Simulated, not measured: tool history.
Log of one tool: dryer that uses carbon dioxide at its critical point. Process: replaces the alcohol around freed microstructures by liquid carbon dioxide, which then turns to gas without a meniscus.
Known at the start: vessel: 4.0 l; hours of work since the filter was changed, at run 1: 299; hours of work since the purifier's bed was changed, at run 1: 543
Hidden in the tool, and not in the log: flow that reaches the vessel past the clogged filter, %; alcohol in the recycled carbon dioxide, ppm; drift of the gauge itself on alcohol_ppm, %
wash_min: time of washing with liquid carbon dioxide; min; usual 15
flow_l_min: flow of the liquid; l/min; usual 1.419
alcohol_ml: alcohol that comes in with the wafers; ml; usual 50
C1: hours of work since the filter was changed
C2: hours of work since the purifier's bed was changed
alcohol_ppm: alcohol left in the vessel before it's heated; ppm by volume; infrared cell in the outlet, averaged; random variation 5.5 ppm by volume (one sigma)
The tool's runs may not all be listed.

run 1 day=0.000 | wash_min=15 flow_l_min=1.419 alcohol_ml=50 | C1=299 C2=543 | alcohol_ppm=295
run 2 day=0.488 | wash_min=15 flow_l_min=1.340 alcohol_ml=50 | C1=308 C2=551 | alcohol_ppm=333
run 3 day=0.904 | wash_min=15 flow_l_min=2.240 alcohol_ml=50 | C1=315 C2=558 | alcohol_ppm=107
run 4 day=1.604 | wash_min=15 flow_l_min=1.419 alcohol_ml=50 | C1=327 C2=570 | alcohol_ppm=292
run 5 day=2.112 | wash_min=21 flow_l_min=1.419 alcohol_ml=50 | C1=335 C2=579 | alcohol_ppm=141
run 6 day=2.438 | wash_min=15 flow_l_min=1.419 alcohol_ml=50 | C1=341 C2=584 | alcohol_ppm=297
run 7 day=3.238 | wash_min=15 flow_l_min=1.419 alcohol_ml=50 | C1=354 C2=598 | alcohol_ppm=304
run 8 day=3.562 | wash_min=15 flow_l_min=1.419 alcohol_ml=50 | C1=360 C2=603 | alcohol_ppm=292
run 9 day=4.017 | wash_min=15 flow_l_min=1.419 alcohol_ml=50 | C1=368 C2=611 | alcohol_ppm=314
run 10 day=4.725 | wash_min=15 flow_l_min=1.419 alcohol_ml=50 | C1=380 C2=623 | alcohol_ppm=302
run 11 day=5.321 | wash_min=15 flow_l_min=1.419 alcohol_ml=50 | C1=390 C2=633 | alcohol_ppm=305
run 12 day=6.071 | wash_min=15 flow_l_min=1.419 alcohol_ml=50 | C1=403 C2=646 | alcohol_ppm=322
run 13 day=6.417 | wash_min=15 flow_l_min=1.419 alcohol_ml=50 | C1=408 C2=652 | alcohol_ppm=315
run 14 day=7.046 | wash_min=15 flow_l_min=1.419 alcohol_ml=50 | C1=419 C2=662 | alcohol_ppm=328
run 15 day=7.450 | wash_min=15 flow_l_min=1.419 alcohol_ml=50 | C1=426 C2=669 | alcohol_ppm=318
run 16 day=8.158 | wash_min=15 flow_l_min=1.419 alcohol_ml=50 | C1=438 C2=681 | alcohol_ppm=332
run 17 day=8.750 | wash_min=15 flow_l_min=1.419 alcohol_ml=50 | C1=448 C2=691 | alcohol_ppm=327
run 18 day=9.304 | wash_min=15 flow_l_min=1.419 alcohol_ml=50 | C1=457 C2=701 | alcohol_ppm=316
run 19 day=9.871 | wash_min=10 flow_l_min=1.419 alcohol_ml=50 | C1=467 C2=710 | alcohol_ppm=915
run 20 day=10.421 | wash_min=10 flow_l_min=1.419 alcohol_ml=50 | C1=476 C2=720 | alcohol_ppm=940
run 21 day=11.183 | wash_min=15 flow_l_min=1.419 alcohol_ml=28 | C1=489 C2=733 | alcohol_ppm=250
run 22 day=11.717 | wash_min=15 flow_l_min=1.419 alcohol_ml=28 | C1=498 C2=742 | alcohol_ppm=246
-- day=12.096 inlet filter changed
run 23 day=12.317 | wash_min=15 flow_l_min=1.419 alcohol_ml=28 | C1=4 C2=751 | alcohol_ppm=217
run 24 day=13.017 | wash_min=15 flow_l_min=1.170 alcohol_ml=50 | C1=16 C2=763 | alcohol_ppm=487
-- day=13.742 purifier's bed changed
run 25 day=13.804 | wash_min=18 flow_l_min=1.100 alcohol_ml=83 | C1=27 C2=1 | alcohol_ppm=396
run 26 day=14.167 | wash_min=17 flow_l_min=1.290 alcohol_ml=47 | C1=33 C2=7 | alcohol_ppm=152
run 27 day=14.738 | wash_min=15 flow_l_min=1.600 alcohol_ml=68 | C1=43 C2=17 | alcohol_ppm=127
run 28 day=15.142 | wash_min=15 flow_l_min=1.419 alcohol_ml=32 | C1=50 C2=24 | alcohol_ppm=116
run 29 day=15.921 | wash_min=15 flow_l_min=1.730 alcohol_ml=77 | C1=63 C2=37 | alcohol_ppm=110
run 30 day=16.446 | wash_min=15 flow_l_min=1.730 alcohol_ml=77 | C1=72 C2=46 | alcohol_ppm=102
run 31 day=17.112 | wash_min=9 flow_l_min=1.020 alcohol_ml=28 | C1=83 C2=57 | alcohol_ppm=1124
run 32 day=17.904 | wash_min=9 flow_l_min=1.020 alcohol_ml=28 | C1=96 C2=71 | alcohol_ppm=1165
run 33 day=18.271 | wash_min=13 flow_l_min=1.020 alcohol_ml=28 | C1=103 C2=77 | alcohol_ppm=529
run 34 day=18.729 | wash_min=15 flow_l_min=1.160 alcohol_ml=50 | C1=110 C2=85 | alcohol_ppm=409
run 35 day=19.458 | wash_min=12 flow_l_min=1.160 alcohol_ml=112 | C1=123 C2=97 | alcohol_ppm=1721
run 36 day=20.042 | wash_min=15 flow_l_min=1.260 alcohol_ml=50 | C1=133 C2=107 | alcohol_ppm=304
run 37 day=20.429 | wash_min=23 flow_l_min=1.210 alcohol_ml=80 | C1=139 C2=113 | alcohol_ppm=107
run 38 day=20.833 | wash_min=23 flow_l_min=1.210 alcohol_ml=58 | C1=146 C2=120 | alcohol_ppm=82
run 39 day=21.162 | wash_min=10 flow_l_min=1.160 alcohol_ml=22 | C1=152 C2=126 | alcohol_ppm=574
run 40 day=21.650 | wash_min=10 flow_l_min=1.160 alcohol_ml=22 | C1=160 C2=134 | alcohol_ppm=578
run 41 day=22.408 | wash_min=15 flow_l_min=1.390 alcohol_ml=50 | C1=173 C2=147 | alcohol_ppm=222
run 42 day=22.971 | wash_min=15 flow_l_min=1.390 alcohol_ml=50 | C1=182 C2=157 | alcohol_ppm=233
run 43 day=23.362 | wash_min=9 flow_l_min=1.350 alcohol_ml=76 | C1=189 C2=163 | alcohol_ppm=1749
run 44 day=23.762 | wash_min=9 flow_l_min=1.350 alcohol_ml=76 | C1=196 C2=170 | alcohol_ppm=1737
run 45 day=24.400 | wash_min=18 flow_l_min=1.419 alcohol_ml=48 | C1=207 C2=181 | alcohol_ppm=116
run 46 day=24.946 | wash_min=18 flow_l_min=1.419 alcohol_ml=48 | C1=216 C2=190 | alcohol_ppm=105
run 47 day=25.367 | wash_min=24 flow_l_min=1.700 alcohol_ml=57 | C1=223 C2=197 | alcohol_ppm=39

3 ways to go on from here, each from the tool as it stands after run 47. What would each give?
run A day=25.867 | wash_min=16 flow_l_min=1.700 alcohol_ml=57 | C1=232 C2=206 | alcohol_ppm=?
run B day=25.867 | wash_min=24 flow_l_min=1.700 alcohol_ml=23 | C1=232 C2=206 | alcohol_ppm=?
run C day=25.867 | wash_min=11 flow_l_min=0.970 alcohol_ml=42 | C1=232 C2=206 | alcohol_ppm=?

run=A alcohol_ppm=102
run=B alcohol_ppm=42
run=C alcohol_ppm=1366
Without the tool's hidden state the same runs would have given:
run=A alcohol_ppm=56
run=B alcohol_ppm=7
run=C alcohol_ppm=1225
